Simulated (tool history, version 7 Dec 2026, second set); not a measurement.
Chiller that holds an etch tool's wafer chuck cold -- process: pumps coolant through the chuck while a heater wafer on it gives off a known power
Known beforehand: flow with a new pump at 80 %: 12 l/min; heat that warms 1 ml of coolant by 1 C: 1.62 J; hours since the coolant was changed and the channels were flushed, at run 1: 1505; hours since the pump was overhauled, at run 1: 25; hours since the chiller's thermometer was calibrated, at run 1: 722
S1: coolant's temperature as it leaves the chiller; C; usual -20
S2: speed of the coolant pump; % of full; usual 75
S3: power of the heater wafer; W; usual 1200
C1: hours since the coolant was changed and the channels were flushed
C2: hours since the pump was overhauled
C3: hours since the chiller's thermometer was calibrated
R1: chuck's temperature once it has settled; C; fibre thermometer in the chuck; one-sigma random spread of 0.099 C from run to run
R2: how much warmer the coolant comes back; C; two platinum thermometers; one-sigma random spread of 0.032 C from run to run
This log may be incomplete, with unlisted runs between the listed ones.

Run 1, hour 0.0: usual settings; C1 1505; C2 25; C3 722. Result: R1 -9.57 C, R2 3.96 C.
Run 2, hour 26.0: usual settings; C1 1531; C2 51; C3 748. Result: R1 -9.64 C, R2 3.94 C.
Run 3, hour 42.3: usual settings; C1 1547; C2 67; C3 764. Result: R1 -9.41 C, R2 3.97 C.
Run 4, hour 59.6: usual settings; C1 1564; C2 85; C3 782. Result: R1 -9.68 C, R2 3.93 C.
Run 5, hour 81.7: usual settings but S3 1514 W; C1 1586; C2 107; C3 804. Result: R1 -6.85 C, R2 4.97 C.
Run 6, hour 104.8: usual settings but S3 1514 W; C1 1609; C2 130; C3 827. Result: R1 -6.80 C, R2 5.00 C.
Run 7, hour 129.5: usual settings but S3 1514 W; C1 1634; C2 154; C3 851. Result: R1 -6.77 C, R2 5.02 C.
Run 8, hour 153.3: usual settings but S3 1514 W; C1 1658; C2 178; C3 875. Result: R1 -6.73 C, R2 5.04 C.
Run 9, hour 171.4: usual settings but S3 1514 W; C1 1676; C2 196; C3 893. Result: R1 -6.86 C, R2 4.97 C.
Run 10, hour 186.3: usual settings but S3 1514 W; C1 1691; C2 211; C3 908. Result: R1 -6.61 C, R2 5.02 C.
Run 11, hour 221.8: usual settings; C1 1726; C2 247; C3 944. Result: R1 -9.52 C, R2 4.02 C.
Run 12, hour 256.6: usual settings; C1 1761; C2 281; C3 979. Result: R1 -9.62 C, R2 4.01 C.

Forecast run 13:
Run 13, hour 282.2: usual settings but S2 98 % of full, S3 960 W; C1 1787; C2 307; C3 1004. Result: R1 ?, R2 ?.

R1: -13.43 C
R2: 2.49 C
With no hidden state in the tool, this same run would have given R1 -13.44 C, R2 2.47 C.

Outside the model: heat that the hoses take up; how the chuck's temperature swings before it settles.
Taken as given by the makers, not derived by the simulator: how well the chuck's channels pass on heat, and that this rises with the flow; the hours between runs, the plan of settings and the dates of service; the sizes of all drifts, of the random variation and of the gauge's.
